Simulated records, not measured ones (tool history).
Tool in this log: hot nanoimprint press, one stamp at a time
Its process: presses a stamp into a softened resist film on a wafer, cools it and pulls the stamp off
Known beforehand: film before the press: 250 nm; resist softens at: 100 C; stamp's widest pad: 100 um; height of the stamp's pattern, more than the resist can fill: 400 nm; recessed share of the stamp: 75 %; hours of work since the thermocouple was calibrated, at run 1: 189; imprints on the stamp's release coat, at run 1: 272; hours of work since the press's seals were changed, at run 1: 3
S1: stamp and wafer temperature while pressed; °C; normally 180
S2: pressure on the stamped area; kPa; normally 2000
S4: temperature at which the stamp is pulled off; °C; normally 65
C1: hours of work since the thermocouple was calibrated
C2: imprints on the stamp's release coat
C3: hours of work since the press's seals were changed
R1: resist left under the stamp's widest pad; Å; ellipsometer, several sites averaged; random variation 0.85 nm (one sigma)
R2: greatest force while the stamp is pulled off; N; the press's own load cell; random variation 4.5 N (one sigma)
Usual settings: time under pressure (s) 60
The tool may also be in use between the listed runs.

{"run": 1, "hour": 0.0, "S1": 180, "S2": 2000, "time under pressure (s)": 60, "S4": 65, "C1": 189, "C2": 272, "C3": 3, "R1": 1119, "R2": 229}
{"run": 2, "hour": 24.6, "S1": 180, "S2": 2000, "time under pressure (s)": 60, "S4": 65, "C1": 208, "C2": 370, "C3": 22, "R1": 1121, "R2": 228}
{"run": 3, "hour": 64.1, "S1": 180, "S2": 1210, "time under pressure (s)": 60, "S4": 65, "C1": 238, "C2": 526, "C3": 52, "R1": 1420, "R2": 242}
{"run": 4, "hour": 93.0, "S1": 180, "S2": 2000, "time under pressure (s)": 60, "S4": 52, "C1": 260, "C2": 640, "C3": 74, "R1": 1130, "R2": 335}
{"run": 5, "hour": 128.3, "S1": 180, "S2": 2000, "time under pressure (s)": 60, "S4": 52, "C1": 287, "C2": 779, "C3": 101, "R1": 1096, "R2": 345}
{"run": 6, "hour": 151.5, "S1": 177, "S2": 2000, "time under pressure (s)": 60, "S4": 65, "C1": 305, "C2": 871, "C3": 119, "R1": 1215, "R2": 263}
{"hour": 167.2, "done": "stamp cleaned and given a new release coat"}
{"run": 7, "hour": 196.7, "S1": 180, "S2": 2000, "time under pressure (s)": 34, "S4": 65, "C1": 335, "C2": 116, "C3": 149, "R1": 1339, "R2": 215}
{"run": 8, "hour": 239.8, "S1": 180, "S2": 2000, "time under pressure (s)": 34, "S4": 65, "C1": 368, "C2": 287, "C3": 182, "R1": 1331, "R2": 225}
{"run": 9, "hour": 284.4, "S1": 180, "S2": 2000, "time under pressure (s)": 34, "S4": 65, "C1": 402, "C2": 463, "C3": 216, "R1": 1312, "R2": 232}
{"run": 10, "hour": 308.4, "S1": 187, "S2": 2000, "time under pressure (s)": 60, "S4": 65, "C1": 420, "C2": 558, "C3": 234, "R1": 877, "R2": 227}
{"run": 11, "hour": 347.5, "S1": 180, "S2": 2000, "time under pressure (s)": 60, "S4": 65, "C1": 450, "C2": 713, "C3": 264, "R1": 1101, "R2": 248}
{"run": 12, "hour": 392.3, "S1": 177, "S2": 2000, "time under pressure (s)": 34, "S4": 65, "C1": 485, "C2": 890, "C3": 298, "R1": 1456, "R2": 251}
{"hour": 404.2, "done": "stamp cleaned and given a new release coat"}
{"run": 13, "hour": 425.8, "S1": 177, "S2": 2000, "time under pressure (s)": 34, "S4": 65, "C1": 506, "C2": 86, "C3": 319, "R1": 1442, "R2": 212}
{"run": 14, "hour": 469.6, "S1": 181, "S2": 3150, "time under pressure (s)": 60, "S4": 65, "C1": 539, "C2": 259, "C3": 353, "R1": 826, "R2": 226}
{"run": 15, "hour": 514.8, "S1": 180, "S2": 1460, "time under pressure (s)": 87, "S4": 70, "C1": 574, "C2": 438, "C3": 387, "R1": 1123, "R2": 192}
{"hour": 546.0, "done": "plate thermocouple calibrated"}
{"run": 16, "hour": 547.1, "S1": 180, "S2": 1980, "time under pressure (s)": 87, "S4": 68, "C1": 1, "C2": 554, "C3": 410, "R1": 1026, "R2": 236}
{"run": 17, "hour": 574.7, "S1": 181, "S2": 2730, "time under pressure (s)": 44, "S4": 53, "C1": 22, "C2": 663, "C3": 431, "R1": 1080, "R2": 342}
{"run": 18, "hour": 612.3, "S1": 180, "S2": 2550, "time under pressure (s)": 50, "S4": 59, "C1": 51, "C2": 811, "C3": 460, "R1": 1087, "R2": 309}
{"hour": 645.0, "done": "stamp cleaned and given a new release coat"}
{"run": 19, "hour": 647.8, "S1": 180, "S2": 2550, "time under pressure (s)": 50, "S4": 59, "C1": 73, "C2": 11, "C3": 482, "R1": 1087, "R2": 255}
{"run": 20, "hour": 691.8, "S1": 180, "S2": 1590, "time under pressure (s)": 60, "S4": 70, "C1": 107, "C2": 185, "C3": 516, "R1": 1306, "R2": 198}
{"run": 21, "hour": 730.8, "S1": 180, "S2": 2000, "time under pressure (s)": 60, "S4": 67, "C1": 137, "C2": 339, "C3": 546, "R1": 1150, "R2": 225}

Consider 5 possible next runs. They are alternatives, not a sequence: every one starts from the tool as it was left by run 21. What does each give?
{"run": "A", "hour": 767.2, "S1": 180, "S2": 1800, "time under pressure (s)": 33, "S4": 67, "C1": 164, "C2": 483, "C3": 573, "R1": "?", "R2": "?"}
{"run": "B", "hour": 767.2, "S1": 191, "S2": 2540, "time under pressure (s)": 60, "S4": 68, "C1": 164, "C2": 483, "C3": 573, "R1": "?", "R2": "?"}
{"run": "C", "hour": 767.2, "S1": 180, "S2": 1810, "time under pressure (s)": 51, "S4": 65, "C1": 164, "C2": 483, "C3": 573, "R1": "?", "R2": "?"}
{"run": "D", "hour": 767.2, "S1": 169, "S2": 2000, "time under pressure (s)": 47, "S4": 65, "C1": 164, "C2": 483, "C3": 573, "R1": "?", "R2": "?"}
{"run": "E", "hour": 767.2, "S1": 180, "S2": 2000, "time under pressure (s)": 60, "S4": 57, "C1": 164, "C2": 483, "C3": 573, "R1": "?", "R2": "?"}

run=A R1=1464 R2=221
run=B R1=703 R2=220
run=C R1=1269 R2=243
run=D R1=1744 R2=236
run=E R1=1141 R2=299
Had the tool no hidden state, the same runs would have come out as:
run=A R1=1468 R2=199
run=B R1=700 R2=198
run=C R1=1273 R2=219
run=D R1=1749 R2=213
run=E R1=1143 R2=268
